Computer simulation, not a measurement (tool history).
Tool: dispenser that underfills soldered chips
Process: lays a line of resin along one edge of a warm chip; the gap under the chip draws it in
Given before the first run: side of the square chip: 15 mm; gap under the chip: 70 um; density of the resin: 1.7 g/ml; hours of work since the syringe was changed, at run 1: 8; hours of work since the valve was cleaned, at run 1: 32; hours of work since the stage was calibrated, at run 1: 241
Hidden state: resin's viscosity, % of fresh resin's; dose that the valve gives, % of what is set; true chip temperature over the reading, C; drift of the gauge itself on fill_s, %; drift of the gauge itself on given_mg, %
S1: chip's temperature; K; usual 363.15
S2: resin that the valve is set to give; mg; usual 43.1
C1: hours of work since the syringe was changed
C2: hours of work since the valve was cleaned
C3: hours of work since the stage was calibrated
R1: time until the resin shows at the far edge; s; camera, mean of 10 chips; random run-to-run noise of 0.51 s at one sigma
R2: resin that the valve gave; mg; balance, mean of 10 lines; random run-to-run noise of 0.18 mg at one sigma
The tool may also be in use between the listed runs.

{"run": 1, "hour": 0.0, "S1": 363.15, "S2": 43.1, "C1": 8, "C2": 32, "C3": 241, "R1": 78.6, "R2": 41.93}
{"hour": 2.4, "done": "new syringe of resin"}
{"run": 2, "hour": 9.8, "S1": 375.15, "S2": 43.1, "C1": 6, "C2": 40, "C3": 249, "R1": 41.6, "R2": 41.67}
{"hour": 15.2, "done": "new syringe of resin"}
{"run": 3, "hour": 18.9, "S1": 375.15, "S2": 43.1, "C1": 3, "C2": 47, "C3": 256, "R1": 34.3, "R2": 41.65}
{"hour": 27.5, "done": "new syringe of resin"}
{"run": 4, "hour": 34.1, "S1": 375.15, "S2": 43.1, "C1": 5, "C2": 59, "C3": 267, "R1": 41.4, "R2": 41.1}
{"hour": 39.2, "done": "new syringe of resin"}
{"run": 5, "hour": 41.4, "S1": 375.15, "S2": 43.1, "C1": 2, "C2": 64, "C3": 273, "R1": 30.9, "R2": 40.71}
{"hour": 51.9, "done": "new syringe of resin"}
{"run": 6, "hour": 55.5, "S1": 353.15, "S2": 43.1, "C1": 3, "C2": 75, "C3": 284, "R1": 85.5, "R2": 40.73}
{"hour": 63.6, "done": "new syringe of resin"}
{"run": 7, "hour": 67.8, "S1": 364.15, "S2": 38.7, "C1": 3, "C2": 85, "C3": 293, "R1": 57.7, "R2": 36.17}
{"hour": 75.7, "done": "new syringe of resin"}
{"run": 8, "hour": 77.2, "S1": 367.15, "S2": 54.9, "C1": 1, "C2": 92, "C3": 301, "R1": 41.9, "R2": 50.82}
{"hour": 82.1, "done": "dispensing valve cleaned and set on the balance"}
{"hour": 88.8, "done": "new syringe of resin"}
{"run": 9, "hour": 92.7, "S1": 369.15, "S2": 47.9, "C1": 3, "C2": 8, "C3": 312, "R1": 44.8, "R2": 47.32}
{"hour": 101.2, "done": "new syringe of resin"}
{"run": 10, "hour": 103.0, "S1": 369.15, "S2": 47.9, "C1": 1, "C2": 16, "C3": 320, "R1": 38.7, "R2": 47.05}
{"hour": 113.4, "done": "new syringe of resin"}
{"run": 11, "hour": 119.5, "S1": 369.15, "S2": 47.9, "C1": 5, "C2": 29, "C3": 332, "R1": 50.5, "R2": 46.95}

For run 12, what comes out?
{"hour": 125.3, "done": "new syringe of resin"}
{"run": 12, "hour": 133.8, "S1": 366.15, "S2": 39.5, "C1": 7, "C2": 40, "C3": 343, "R1": "?", "R2": "?"}

{"run 12": {"R1": 66.5, "R2": 38.41}}
With no hidden state in the tool, this same run would have given R1 36.8 s, R2 39.64 mg.
